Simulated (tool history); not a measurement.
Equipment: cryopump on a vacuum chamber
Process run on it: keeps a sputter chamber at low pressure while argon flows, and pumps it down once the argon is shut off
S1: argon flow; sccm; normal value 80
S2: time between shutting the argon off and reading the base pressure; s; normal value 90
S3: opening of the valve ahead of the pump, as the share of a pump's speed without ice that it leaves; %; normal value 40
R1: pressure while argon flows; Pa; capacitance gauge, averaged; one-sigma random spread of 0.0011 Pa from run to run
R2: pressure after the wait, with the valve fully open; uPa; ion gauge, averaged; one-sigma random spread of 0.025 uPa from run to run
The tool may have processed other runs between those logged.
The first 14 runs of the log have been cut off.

run	hour	S1	S2	S3	R1	R2
15	791.9	80	90	35	0.3001	3.37
16	864.4	80	90	35	0.2996	3.47
17	935.3	80	90	40	0.2665	3.71
18	981.5	55	90	33	0.2232	3.7
19	1059.6	80	27	40	0.2714	5.62
20	1102.5	80	25	40	0.2723	5.94
21	1153.4	143	25	51	0.3885	6.06
22	1204.1	80	77	28	0.3867	4.34
23	1253	80	43	43	0.2574	5.08
24	1324.7	80	43	43	0.2635	5.17
25	1403.2	80	43	43	0.2641	5.5
26	1455.7	60	26	43	0.2016	6.63
27	1493.6	53	75	17	0.4197	5.01
28	1538.6	37	61	49	0.111	5.34
29	1577.9	37	61	49	0.113	5.29
# hour 1585.3: leaking fittings of the chamber tightened, without venting
30	1635.4	80	110	40	0.2962	0.99
31	1706.5	80	110	40	0.2971	1.13
# hour 1727.2: pump warmed up, emptied and cooled again
32	1794.7	80	110	40	0.262	0.99
33	1870.9	34	91	34	0.13	1.3

Here are 4 independent what-if runs from the current tool condition. What would each one return?
A	1951.5	90	73	34	?	?
B	1951.5	69	185	49	?	?
C	1951.5	77	91	34	?	?
D	1951.5	107	75	55	?	?

run	R1	R2
A	0.3507	1.54
B	0.1878	0.95
C	0.3004	1.35
D	0.2603	1.56
Stripped of hidden state, with their random variation kept, the same runs would have yielded:
run	R1	R2
A	0.3409	1.18
B	0.1804	0.59
C	0.2921	0.99
D	0.2488	1.19

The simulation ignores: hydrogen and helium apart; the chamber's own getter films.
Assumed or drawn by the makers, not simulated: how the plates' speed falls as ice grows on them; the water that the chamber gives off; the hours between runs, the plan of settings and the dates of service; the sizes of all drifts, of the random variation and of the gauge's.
